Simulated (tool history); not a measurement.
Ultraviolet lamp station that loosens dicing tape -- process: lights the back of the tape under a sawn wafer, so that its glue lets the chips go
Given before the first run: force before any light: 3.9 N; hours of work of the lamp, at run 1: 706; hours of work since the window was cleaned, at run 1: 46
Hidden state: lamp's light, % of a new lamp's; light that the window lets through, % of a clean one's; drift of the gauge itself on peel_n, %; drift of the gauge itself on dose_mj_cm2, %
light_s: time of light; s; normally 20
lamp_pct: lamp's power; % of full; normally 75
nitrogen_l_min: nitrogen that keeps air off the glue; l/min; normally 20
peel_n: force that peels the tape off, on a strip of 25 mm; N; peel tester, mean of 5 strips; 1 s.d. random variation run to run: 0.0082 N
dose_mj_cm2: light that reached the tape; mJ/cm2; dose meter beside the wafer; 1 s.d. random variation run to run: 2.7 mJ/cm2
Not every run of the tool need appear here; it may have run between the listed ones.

run	hour	light_s	lamp_pct	nitrogen_l_min	hours of work of the lamp	hours of work since the window was cleaned	peel_n	dose_mj_cm2
1	0	20	75	20	706	46	0.34	376
2	67.4	20	75	20	736	76	0.316	368
3	108	20	75	20	755	95	0.322	374
4	163.4	20	75	20	780	120	0.317	371
5	232.2	20	75	20	811	151	0.334	369
6	282.8	20	75	20	834	174	0.304	372
7	338.7	20	87	20	860	200	0.285	429
8	405.3	15	75	20	890	230	0.463	277
9	474.9	15	75	20	922	262	0.461	282
10	544.3	13	75	20	953	293	0.557	240
11	591.2	13	75	20	975	315	0.533	238
12	660.7	20	75	20	1006	346	0.329	371
13	719.7	20	75	20	1033	373	0.324	371
# hour 735.8: window cleaned of glue's vapour
14	776.7	20	75	38	1059	19	0.283	371
15	857.9	20	75	38	1096	56	0.277	373
16	901.8	20	69	20	1116	76	0.359	344
17	969.8	20	69	20	1147	107	0.352	336
18	1039.3	20	75	8	1179	138	0.486	370
19	1098.7	20	75	8	1206	165	0.483	369
20	1153.2	20	75	8	1231	190	0.463	372
21	1219.8	20	75	8	1261	220	0.491	366
22	1281.5	20	75	8	1289	248	0.455	372
23	1330.9	16	75	20	1311	271	0.42	294
# hour 1360.1: lamp changed
24	1394.9	14	78	20	16	300	0.473	273
25	1449.5	28	89	10	41	324	0.268	615
26	1530.8	20	84	16	78	361	0.333	417
# hour 1574.5: window cleaned of glue's vapour
27	1603.7	20	75	7	111	13	0.49	375
28	1667.6	20	75	26	140	42	0.288	373
29	1728	20	75	26	167	70	0.308	374
30	1765.9	10	75	20	185	87	0.765	185
31	1802.5	10	62	20	201	104	1.004	150
32	1865.6	39	75	20	230	133	0.243	722
33	1901.2	39	75	20	246	149	0.253	723
34	1941.2	39	75	20	264	167	0.247	727
35	1984.6	22	89	35	284	187	0.268	483
36	2045.9	22	89	35	312	215	0.263	484
37	2100.3	22	88	8	337	239	0.348	479
38	2164.7	17	79	14	366	269	0.403	338

For run 39, what comes out?
39	2244.9	18	93	32	403	305	?	?

Run 39 measured peel_n 0.277 N, dose_mj_cm2 419 mJ/cm2.
Had the tool carried no hidden state, the very same run would have given peel_n 0.276 N, dose_mj_cm2 420 mJ/cm2.
